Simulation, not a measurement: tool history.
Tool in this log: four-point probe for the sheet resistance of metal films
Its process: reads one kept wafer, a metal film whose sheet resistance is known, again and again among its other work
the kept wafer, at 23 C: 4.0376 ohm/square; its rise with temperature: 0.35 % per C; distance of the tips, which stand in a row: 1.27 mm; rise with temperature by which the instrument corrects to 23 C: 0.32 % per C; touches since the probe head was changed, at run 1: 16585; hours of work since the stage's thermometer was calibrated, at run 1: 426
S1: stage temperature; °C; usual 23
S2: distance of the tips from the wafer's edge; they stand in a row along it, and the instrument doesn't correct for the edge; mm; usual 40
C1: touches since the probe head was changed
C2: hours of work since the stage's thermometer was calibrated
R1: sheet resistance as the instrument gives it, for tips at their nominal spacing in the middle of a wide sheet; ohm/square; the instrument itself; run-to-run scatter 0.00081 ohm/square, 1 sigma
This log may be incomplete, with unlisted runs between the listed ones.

| run | hour | S1 | S2 | C1 | C2 | R1 |
|---|---|---|---|---|---|---|
| 1 | 0 | 23 | 40 | 16585 | 426 | 4.067975 |
| 2 | 27.8 | 23 | 4 | 17262 | 441 | 4.274169 |
| 3 | 65.5 | 23 | 4 | 18178 | 461 | 4.272682 |
| 4 | 94.6 | 23 | 4 | 18886 | 477 | 4.271507 |
| 5 | 114.7 | 23 | 40 | 19376 | 488 | 4.067078 |
| 6 | 150.5 | 23 | 40 | 20248 | 507 | 4.065325 |
| 7 | 169.2 | 23 | 40 | 20704 | 517 | 4.064701 |
| 8 | 191.6 | 23 | 14 | 21247 | 529 | 4.080518 |
| 9 | 222.1 | 23 | 14 | 21991 | 545 | 4.081197 |
| 10 | 242.1 | 23 | 40 | 22476 | 556 | 4.06438 |
| 11 | 275.5 | 18 | 40 | 23290 | 574 | 4.055377 |
| 12 | 296.5 | 18 | 40 | 23800 | 585 | 4.054979 |
| 13 | 332.3 | 18 | 40 | 24674 | 605 | 4.055479 |
| 14 | 352.1 | 18 | 40 | 25154 | 615 | 4.053806 |
| 15 | 383.3 | 32 | 44 | 25913 | 632 | 4.072897 |
| 16 | 415.4 | 23 | 4 | 26695 | 649 | 4.267265 |
| 17 | 433.7 | 23 | 4 | 27141 | 659 | 4.266756 |
| 18 | 462 | 27 | 26 | 27828 | 674 | 4.067828 |
| 19 | 492 | 23 | 10 | 28560 | 690 | 4.090212 |
| 20 | 519.4 | 23 | 21 | 29226 | 705 | 4.06396 |
| 21 | 540.7 | 20 | 11 | 29745 | 716 | 4.080321 |
| 22 | 577.1 | 24 | 4 | 30630 | 736 | 4.265815 |
| 23 | 602.6 | 24 | 4 | 31250 | 750 | 4.265004 |
| 24 | 620.5 | 33 | 5 | 31687 | 759 | 4.20552 |

Had the tool no unlogged condition, and each run kept its random variation, what would the results have been?
Hidden state present: inner tips' distance over the nominal, %; tips' flats over new ones', %; wafer's true temperature over the reading, C; drift of the gauge itself on sheet_ohm, %.
| run | R1 |
|---|---|
| 1 | 4.039619 |
| 2 | 4.24503 |
| 3 | 4.244287 |
| 4 | 4.243679 |
| 5 | 4.040822 |
| 6 | 4.039729 |
| 7 | 4.039452 |
| 8 | 4.055578 |
| 9 | 4.056797 |
| 10 | 4.040423 |
| 11 | 4.032119 |
| 12 | 4.032057 |
| 13 | 4.033231 |
| 14 | 4.031917 |
| 15 | 4.051258 |
| 16 | 4.245421 |
| 17 | 4.24527 |
| 18 | 4.047722 |
| 19 | 4.07064 |
| 20 | 4.044991 |
| 21 | 4.061686 |
| 22 | 4.247009 |
| 23 | 4.246703 |
| 24 | 4.187622 |
